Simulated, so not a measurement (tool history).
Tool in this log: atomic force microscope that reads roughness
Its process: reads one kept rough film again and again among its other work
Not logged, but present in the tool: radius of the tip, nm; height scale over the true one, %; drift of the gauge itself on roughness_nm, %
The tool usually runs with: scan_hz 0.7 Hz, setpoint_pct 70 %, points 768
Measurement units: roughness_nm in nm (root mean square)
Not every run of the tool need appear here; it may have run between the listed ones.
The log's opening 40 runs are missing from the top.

run    hour  scan_hz  setpoint_pct  points  pictures with this tip  hours of work since the height scale was calibrated  roughness_nm
 41   853.4    0.939            63     670                      23                                                 1213         2.369
 42   877.2    0.939            63     670                      66                                                 1231         1.973
 43   899.4    0.939            63     670                     106                                                 1248         1.738
      916.3  -- new tip fitted
 44   918.5    0.939            63     670                       4                                                 1263         2.606
 45   946.7    0.939            63     670                      55                                                 1284         2.052
 46   967.3    1.013            69     530                      92                                                 1300         1.793
 47   988.9      0.7            70     990                     131                                                 1316         1.595
      992.5  -- new tip fitted
 48  1019.3    2.879            70     671                      48                                                 1339         1.957
 49  1044.4    0.665            60     399                      93                                                 1359         1.792
     1070.9  -- new tip fitted
 50    1074    0.665            57     399                       6                                                 1381         2.626
 51  1090.9    0.648            64     759                      37                                                 1394         2.256
 52  1112.8    0.959            87     438                      76                                                 1411         1.767
 53  1125.8    0.959            87     438                      99                                                 1421          1.62

Below are 3 alternative next runs, each starting from the tool's condition after run 53. Predict each:
  A  1139.5    1.333            90     266                     124                                                 1431             ?
  B  1139.5    0.959            70     317                     124                                                 1431             ?
  C  1139.5    1.997            59     520                     124                                                 1431             ?

run  roughness_nm
  A         1.397
  B         1.579
  C          1.61
Without the tool's unlogged condition, the same runs would have read:
run  roughness_nm
  A         2.281
  B         2.582
  C         2.627

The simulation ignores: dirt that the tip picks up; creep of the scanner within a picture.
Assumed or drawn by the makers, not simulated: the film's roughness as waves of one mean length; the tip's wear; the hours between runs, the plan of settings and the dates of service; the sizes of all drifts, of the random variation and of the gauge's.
